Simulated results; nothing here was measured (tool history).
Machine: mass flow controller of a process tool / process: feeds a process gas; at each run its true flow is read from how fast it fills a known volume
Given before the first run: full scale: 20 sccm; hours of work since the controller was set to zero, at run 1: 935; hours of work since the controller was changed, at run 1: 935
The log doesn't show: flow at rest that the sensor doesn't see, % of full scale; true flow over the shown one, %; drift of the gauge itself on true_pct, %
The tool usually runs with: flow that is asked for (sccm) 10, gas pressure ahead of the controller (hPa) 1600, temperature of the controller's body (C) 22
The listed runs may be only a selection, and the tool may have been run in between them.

run	day	flow that is asked for (sccm)	gas pressure ahead of the controller (hPa)	temperature of the controller's body (C)	hours of work since the controller was set to zero	hours of work since the controller was changed	true flow (%)
1	0.000	10	1600	22	935	935	97.96
2	3.075	10	1600	22	989	989	98.12
3	6.033	10	1600	22	1041	1041	98.09
4	9.346	7	1600	22	1099	1099	97.82
5	12.138	7	1600	22	1148	1148	97.82
6	15.983	7	1600	22	1215	1215	97.71
7	19.388	10	1600	22	1275	1275	98.17
8	21.012	10	1600	22	1303	1303	98.05
9	22.817	10	1600	22	1335	1335	98.08
10	26.600	10	1600	22	1401	1401	98.13
11	29.367	10	1600	22	1449	1449	98.24
12	31.512	10	1600	21	1487	1487	98.11
13	35.217	7	2480	22	1552	1552	98.06
14	38.250	6	1520	23	1605	1605	97.92
15	41.254	7	1520	25	1657	1657	98.36
# day 41.600: controller's zero set anew
16	42.883	12	2440	34	22	1685	100.15

Predict the results of run 17:
17	45.492	4	1920	32	68	1731	?

true flow (%): 100.43
With the hidden condition absent and the run-to-run variation left alone, this run would have shown true flow (%) 98.05.
